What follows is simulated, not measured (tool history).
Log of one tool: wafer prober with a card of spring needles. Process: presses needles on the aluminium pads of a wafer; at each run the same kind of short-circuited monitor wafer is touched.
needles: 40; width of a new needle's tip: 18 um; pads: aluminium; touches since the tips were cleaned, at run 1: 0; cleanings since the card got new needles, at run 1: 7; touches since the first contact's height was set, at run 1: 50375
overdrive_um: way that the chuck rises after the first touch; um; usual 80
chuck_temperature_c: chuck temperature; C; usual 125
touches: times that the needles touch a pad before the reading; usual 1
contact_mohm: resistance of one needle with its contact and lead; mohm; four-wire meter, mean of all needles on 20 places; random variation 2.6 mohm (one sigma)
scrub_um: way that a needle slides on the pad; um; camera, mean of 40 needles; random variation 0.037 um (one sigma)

| run | day | overdrive_um | chuck_temperature_c | touches | touches since the tips were cleaned | cleanings since the card got new needles | touches since the first contact's height was set | contact_mohm | scrub_um |
|---|---|---|---|---|---|---|---|---|---|
| 1 | 0 | 80 | 125 | 1 | 0 | 7 | 50375 | 297 | 16.3 |
| 2 | 0.404 | 80 | 125 | 2 | 1458 | 7 | 51833 | 315 | 16.25 |
| 3 | 0.754 | 80 | 125 | 1 | 2733 | 7 | 53108 | 348 | 16.28 |
| 4 | 1.183 | 69 | 125 | 1 | 4289 | 7 | 54664 | 377 | 14.01 |
| 5 | 1.446 | 69 | 125 | 1 | 5239 | 7 | 55614 | 374 | 13.99 |
| 6 | 1.662 | 69 | 125 | 1 | 6022 | 7 | 56397 | 384 | 13.98 |
|  | 1.704 | tips cleaned on abrasive film |
| 7 | 1.933 | 69 | 125 | 1 | 831 | 8 | 57364 | 326 | 13.97 |
| 8 | 2.162 | 69 | 125 | 1 | 1658 | 8 | 58191 | 342 | 14.01 |
| 9 | 2.479 | 69 | 125 | 1 | 2797 | 8 | 59330 | 367 | 14.01 |
| 10 | 2.862 | 69 | 125 | 1 | 4188 | 8 | 60721 | 372 | 13.93 |
| 11 | 3.071 | 69 | 125 | 1 | 4937 | 8 | 61470 | 380 | 14.03 |
|  | 3.408 | tips cleaned on abrasive film |
| 12 | 3.525 | 80 | 125 | 1 | 416 | 9 | 63099 | 314 | 16.24 |
| 13 | 3.921 | 80 | 125 | 1 | 1848 | 9 | 64531 | 337 | 16.24 |
| 14 | 4.279 | 80 | 125 | 1 | 3149 | 9 | 65832 | 352 | 16.26 |
| 15 | 4.588 | 80 | 125 | 1 | 4267 | 9 | 66950 | 355 | 16.22 |
| 16 | 4.779 | 80 | 125 | 1 | 4952 | 9 | 67635 | 359 | 16.26 |
|  | 5.104 | tips cleaned on abrasive film |
| 17 | 5.167 | 80 | 59 | 1 | 221 | 10 | 69024 | 294 | 16.2 |
| 18 | 5.5 | 80 | 59 | 1 | 1437 | 10 | 70240 | 318 | 16.19 |
| 19 | 5.721 | 85 | 125 | 1 | 2235 | 10 | 71038 | 335 | 17.21 |
| 20 | 5.938 | 62 | 100 | 2 | 3014 | 10 | 71817 | 342 | 12.5 |
| 21 | 6.329 | 96 | 37 | 1 | 4425 | 10 | 73228 | 324 | 19.49 |
| 22 | 6.642 | 96 | 37 | 1 | 5565 | 10 | 74368 | 328 | 19.53 |
|  | 6.788 | tips cleaned on abrasive film |
| 23 | 6.975 | 93 | 59 | 1 | 671 | 11 | 75553 | 289 | 18.85 |
| 24 | 7.325 | 98 | 116 | 1 | 1942 | 11 | 76824 | 319 | 19.91 |
| 25 | 7.675 | 98 | 80 | 2 | 3210 | 11 | 78092 | 310 | 19.85 |
| 26 | 8.108 | 80 | 125 | 1 | 4776 | 11 | 79658 | 361 | 16.13 |
| 27 | 8.45 | 73 | 73 | 2 | 6009 | 11 | 80891 | 339 | 14.78 |
|  | 8.492 | tips cleaned on abrasive film |
| 28 | 8.775 | 93 | 102 | 1 | 1019 | 12 | 82052 | 309 | 18.91 |
| 29 | 8.992 | 62 | 95 | 1 | 1803 | 12 | 82836 | 357 | 12.47 |
| 30 | 9.388 | 76 | 29 | 1 | 3242 | 12 | 84275 | 337 | 15.38 |
| 31 | 9.812 | 79 | 125 | 2 | 4773 | 12 | 85806 | 333 | 16.02 |
| 32 | 10.083 | 71 | 87 | 1 | 5758 | 12 | 86791 | 373 | 14.3 |
|  | 10.208 | tips cleaned on abrasive film |
| 33 | 10.538 | 71 | 96 | 1 | 1199 | 13 | 88420 | 332 | 14.3 |
| 34 | 10.833 | 71 | 96 | 1 | 2267 | 13 | 89488 | 353 | 14.3 |
| 35 | 11.154 | 88 | 36 | 1 | 3424 | 13 | 90645 | 322 | 17.84 |
| 36 | 11.35 | 86 | 36 | 1 | 4135 | 13 | 91356 | 335 | 17.3 |

3 ways to go on from here, each from the tool as it stands after run 36. What would each give?
| A | 11.679 | 75 | 28 | 1 | 5321 | 13 | 92542 | ? | ? |
| B | 11.679 | 86 | 40 | 1 | 5321 | 13 | 92542 | ? | ? |
| C | 11.679 | 65 | 36 | 1 | 5321 | 13 | 92542 | ? | ? |

| run | contact_mohm | scrub_um |
|---|---|---|
| A | 355 | 15.17 |
| B | 338 | 17.43 |
| C | 381 | 13.11 |
Without the tool's hidden state the same runs would have given:
| run | contact_mohm | scrub_um |
|---|---|---|
| A | 266 | 15.41 |
| B | 268 | 17.67 |
| C | 270 | 13.35 |
